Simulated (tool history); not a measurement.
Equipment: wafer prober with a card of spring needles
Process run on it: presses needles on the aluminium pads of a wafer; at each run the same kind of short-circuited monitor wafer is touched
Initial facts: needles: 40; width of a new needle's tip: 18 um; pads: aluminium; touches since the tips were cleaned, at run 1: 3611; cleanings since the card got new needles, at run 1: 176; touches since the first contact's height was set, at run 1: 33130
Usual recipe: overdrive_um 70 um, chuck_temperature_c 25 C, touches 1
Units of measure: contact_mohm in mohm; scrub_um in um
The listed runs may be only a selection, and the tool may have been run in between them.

run	day	overdrive_um	chuck_temperature_c	touches	touches since the tips were cleaned	cleanings since the card got new needles	touches since the first contact's height was set	contact_mohm	scrub_um
1	0.000	70	25	1	3611	176	33130	138	15.05
# day 0.221: tips cleaned on abrasive film
# day 0.658: tips cleaned on abrasive film
# day 1.204: tips cleaned on abrasive film
# day 1.642: tips cleaned on abrasive film
# day 2.079: tips cleaned on abrasive film
2	2.446	70	25	1	4346	181	61862	139	15.06
# day 2.558: tips cleaned on abrasive film
# day 2.996: tips cleaned on abrasive film
# day 3.433: tips cleaned on abrasive film
# day 3.871: tips cleaned on abrasive film
# day 4.417: tips cleaned on abrasive film
# day 4.962: tips cleaned on abrasive film
# day 5.458: tips cleaned on abrasive film
3	5.458	70	37	1	0	188	97176	139	15.07
# day 6.004: tips cleaned on abrasive film
# day 6.550: tips cleaned on abrasive film
4	6.979	70	37	1	5118	190	115127	142	15.05
# day 7.092: tips cleaned on abrasive film
# day 7.529: tips cleaned on abrasive film
# day 7.967: tips cleaned on abrasive film
# day 8.404: tips cleaned on abrasive film
5	8.521	70	25	1	1370	194	133182	139	15.09
# day 8.850: tips cleaned on abrasive film
# day 9.288: tips cleaned on abrasive film
# day 9.833: tips cleaned on abrasive film
# day 10.379: tips cleaned on abrasive film
# day 10.817: tips cleaned on abrasive film
6	11.029	70	25	1	2528	199	162664	139	15.11
# day 11.358: tips cleaned on abrasive film
# day 11.904: tips cleaned on abrasive film
# day 12.342: tips cleaned on abrasive film
# day 12.779: tips cleaned on abrasive film
# day 13.325: tips cleaned on abrasive film
# day 13.762: tips cleaned on abrasive film
# day 14.304: tips cleaned on abrasive film
7	14.304	70	25	1	0	206	201102	137	15.00
# day 14.850: tips cleaned on abrasive film
# day 15.396: tips cleaned on abrasive film
# day 15.942: tips cleaned on abrasive film
# day 16.379: tips cleaned on abrasive film
# day 16.817: tips cleaned on abrasive film
# day 17.254: tips cleaned on abrasive film
# day 17.800: tips cleaned on abrasive film
# day 17.867: height of the first contact set anew
8	17.867	89	25	1	638	213	0	135	19.21
# day 18.304: tips cleaned on abrasive film
# day 18.742: tips cleaned on abrasive film
# day 19.288: tips cleaned on abrasive film
# day 19.725: tips cleaned on abrasive film
# day 20.162: tips cleaned on abrasive film
# day 20.708: tips cleaned on abrasive film
# day 21.146: tips cleaned on abrasive film
# day 21.629: tips cleaned on abrasive film
9	21.629	70	35	2	0	221	44161	140	15.07
# day 22.067: tips cleaned on abrasive film
# day 22.504: tips cleaned on abrasive film
# day 23.050: tips cleaned on abrasive film
# day 23.596: tips cleaned on abrasive film
# day 24.033: tips cleaned on abrasive film
# day 24.471: tips cleaned on abrasive film
# day 24.908: tips cleaned on abrasive film
10	25.275	70	35	2	4344	228	87009	138	15.16
# day 25.388: tips cleaned on abrasive film
# day 25.825: tips cleaned on abrasive film
# day 26.262: tips cleaned on abrasive film
# day 26.700: tips cleaned on abrasive film
# day 27.246: tips cleaned on abrasive film
# day 27.683: tips cleaned on abrasive film
11	27.821	70	35	2	1655	234	116901	141	15.10
# day 28.150: tips cleaned on abrasive film
# day 28.588: tips cleaned on abrasive film
# day 29.025: tips cleaned on abrasive film
# day 29.571: tips cleaned on abrasive film
12	29.667	61	74	2	1091	238	138528	149	13.12
# day 30.104: tips cleaned on abrasive film
# day 30.542: tips cleaned on abrasive film
# day 31.088: tips cleaned on abrasive film
# day 31.525: tips cleaned on abrasive film
# day 31.962: tips cleaned on abrasive film
13	32.267	88	25	2	3632	243	169112	135	18.91
# day 32.488: tips cleaned on abrasive film
# day 33.033: tips cleaned on abrasive film
# day 33.579: tips cleaned on abrasive film
# day 34.125: tips cleaned on abrasive film
# day 34.562: tips cleaned on abrasive film
# day 35.000: tips cleaned on abrasive film
14	35.050	88	25	2	567	249	201765	136	18.97
# day 35.488: tips cleaned on abrasive film
# day 35.925: tips cleaned on abrasive film
# day 36.362: tips cleaned on abrasive film
# day 36.908: tips cleaned on abrasive film
# day 37.346: tips cleaned on abrasive film
# day 37.892: tips cleaned on abrasive film
# day 38.329: tips cleaned on abrasive film
# day 38.558: height of the first contact set anew
# day 38.850: tips cleaned on abrasive film
15	38.850	53	54	3	0	257	3395	146	11.41
# day 39.396: tips cleaned on abrasive film
# day 39.833: tips cleaned on abrasive film
# day 40.271: tips cleaned on abrasive film
# day 40.708: tips cleaned on abrasive film
# day 41.254: tips cleaned on abrasive film
16	41.362	53	54	3	1310	262	32940	146	11.45

Forecast each of these 4 alternatives for the next run:
# day 41.692: tips cleaned on abrasive film
# day 42.238: tips cleaned on abrasive film
# day 42.783: tips cleaned on abrasive film
# day 43.329: tips cleaned on abrasive film
A	43.588	53	116	2	3044	266	59074	?	?
# day 41.692: tips cleaned on abrasive film
# day 42.238: tips cleaned on abrasive film
# day 42.783: tips cleaned on abrasive film
# day 43.329: tips cleaned on abrasive film
B	43.588	58	92	3	3044	266	59074	?	?
# day 41.692: tips cleaned on abrasive film
# day 42.238: tips cleaned on abrasive film
# day 42.783: tips cleaned on abrasive film
# day 43.329: tips cleaned on abrasive film
C	43.588	53	68	2	3044	266	59074	?	?
# day 41.692: tips cleaned on abrasive film
# day 42.238: tips cleaned on abrasive film
# day 42.783: tips cleaned on abrasive film
# day 43.329: tips cleaned on abrasive film
D	43.588	58	77	2	3044	266	59074	?	?

run	contact_mohm	scrub_um
A	156	11.44
B	152	12.53
C	153	11.39
D	147	12.52
Stripped of hidden state, with their random variation kept, the same runs would have yielded:
run	contact_mohm	scrub_um
A	155	11.44
B	151	12.53
C	153	11.39
D	146	12.52
